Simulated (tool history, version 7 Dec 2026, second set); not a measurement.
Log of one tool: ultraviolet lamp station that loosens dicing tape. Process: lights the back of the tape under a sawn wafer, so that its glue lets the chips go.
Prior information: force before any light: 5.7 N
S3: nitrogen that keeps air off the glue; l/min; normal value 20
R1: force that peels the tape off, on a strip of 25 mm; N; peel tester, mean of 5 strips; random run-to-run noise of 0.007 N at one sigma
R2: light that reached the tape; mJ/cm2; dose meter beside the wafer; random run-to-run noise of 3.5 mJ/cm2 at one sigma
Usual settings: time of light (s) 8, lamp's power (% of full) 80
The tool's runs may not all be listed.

Run 1, hour 0.0: usual settings. Result: R1 0.471 N, R2 425 mJ/cm2.
Run 2, hour 24.9: usual settings. Result: R1 0.464 N, R2 421 mJ/cm2.
Run 3, hour 49.4: usual settings. Result: R1 0.478 N, R2 415 mJ/cm2.
At hour 80.4: lamp changed.
Run 4, hour 83.0: usual settings. Result: R1 0.264 N, R2 550 mJ/cm2.
Run 5, hour 115.2: usual settings. Result: R1 0.268 N, R2 546 mJ/cm2.
Run 6, hour 146.8: usual settings. Result: R1 0.267 N, R2 539 mJ/cm2.
Run 7, hour 183.7: usual settings. Result: R1 0.287 N, R2 540 mJ/cm2.
Run 8, hour 209.8: usual settings but S3 15 l/min. Result: R1 0.359 N, R2 537 mJ/cm2.
Run 9, hour 238.9: usual settings but S3 15 l/min. Result: R1 0.359 N, R2 531 mJ/cm2.
Run 10, hour 286.5: usual settings but S3 15 l/min. Result: R1 0.366 N, R2 521 mJ/cm2.
Run 11, hour 333.4: usual settings but S3 15 l/min. Result: R1 0.378 N, R2 526 mJ/cm2.
Run 12, hour 363.6: usual settings but S3 15 l/min. Result: R1 0.368 N, R2 507 mJ/cm2.
Run 13, hour 393.9: usual settings but S3 15 l/min. Result: R1 0.397 N, R2 503 mJ/cm2.
Run 14, hour 430.0: usual settings but S3 15 l/min. Result: R1 0.396 N, R2 498 mJ/cm2.
Run 15, hour 460.8: usual settings but S3 15 l/min. Result: R1 0.398 N, R2 496 mJ/cm2.
Run 16, hour 487.9: usual settings but S3 15 l/min. Result: R1 0.426 N, R2 498 mJ/cm2.
Run 17, hour 523.1: usual settings but S3 15 l/min. Result: R1 0.436 N, R2 491 mJ/cm2.
At hour 528.1: window cleaned of glue's vapour.
Run 18, hour 561.4: usual settings but time of light (s) 9, lamp's power (% of full) 79, S3 15 l/min. Result: R1 0.273 N, R2 587 mJ/cm2.
Run 19, hour 589.7: usual settings but time of light (s) 13, lamp's power (% of full) 79, S3 7 l/min. Result: R1 0.231 N, R2 837 mJ/cm2.
Run 20, hour 621.6: usual settings but time of light (s) 13, lamp's power (% of full) 79, S3 7 l/min. Result: R1 0.237 N, R2 826 mJ/cm2.
Run 21, hour 666.4: usual settings but time of light (s) 13, lamp's power (% of full) 79, S3 7 l/min. Result: R1 0.217 N, R2 820 mJ/cm2.
Run 22, hour 690.5: usual settings but time of light (s) 7, lamp's power (% of full) 81, S3 19 l/min. Result: R1 0.415 N, R2 447 mJ/cm2.
Run 23, hour 734.2: usual settings but time of light (s) 7, lamp's power (% of full) 81, S3 19 l/min. Result: R1 0.437 N, R2 449 mJ/cm2.
Run 24, hour 772.7: usual settings but time of light (s) 15, lamp's power (% of full) 74. Result: R1 0.114 N, R2 865 mJ/cm2.
Run 25, hour 796.7: usual settings but S3 28 l/min. Result: R1 0.287 N, R2 489 mJ/cm2.
Run 26, hour 823.6: usual settings but S3 28 l/min. Result: R1 0.277 N, R2 493 mJ/cm2.
Run 27, hour 858.8: usual settings but S3 28 l/min. Result: R1 0.288 N, R2 489 mJ/cm2.
Run 28, hour 893.6: usual settings but lamp's power (% of full) 95, S3 21 l/min. Result: R1 0.239 N, R2 573 mJ/cm2.
Run 29, hour 942.2: usual settings but lamp's power (% of full) 95, S3 21 l/min. Result: R1 0.222 N, R2 566 mJ/cm2.

Results per run with the tool's hidden condition removed, run-to-run variation unchanged:
The hidden state here: lamp's light, % of a new lamp's; light that the window lets through, % of a clean one's; drift of the gauge itself on peel_n, %; drift of the gauge itself on dose_mj_cm2, %.
run     R1   R2
  1  0.242  570
  2  0.234  569
  3  0.238  565
  4  0.245  568
  5  0.244  569
  6  0.239  567
  7  0.252  573
  8  0.309  574
  9  0.303  572
 10  0.301  569
 11  0.303  580
 12  0.288  564
 13  0.308  564
 14  0.298  564
 15  0.293  567
 16  0.313  572
 17  0.313  571
 18  0.228  635
 19  0.192  911
 20  0.194  907
 21  0.171  911
 22  0.322  500
 23  0.331  508
 24  0.101  990
 25  0.211  564
 26  0.201  572
 27  0.202  573
 28  0.167  678
 29  0.146  679

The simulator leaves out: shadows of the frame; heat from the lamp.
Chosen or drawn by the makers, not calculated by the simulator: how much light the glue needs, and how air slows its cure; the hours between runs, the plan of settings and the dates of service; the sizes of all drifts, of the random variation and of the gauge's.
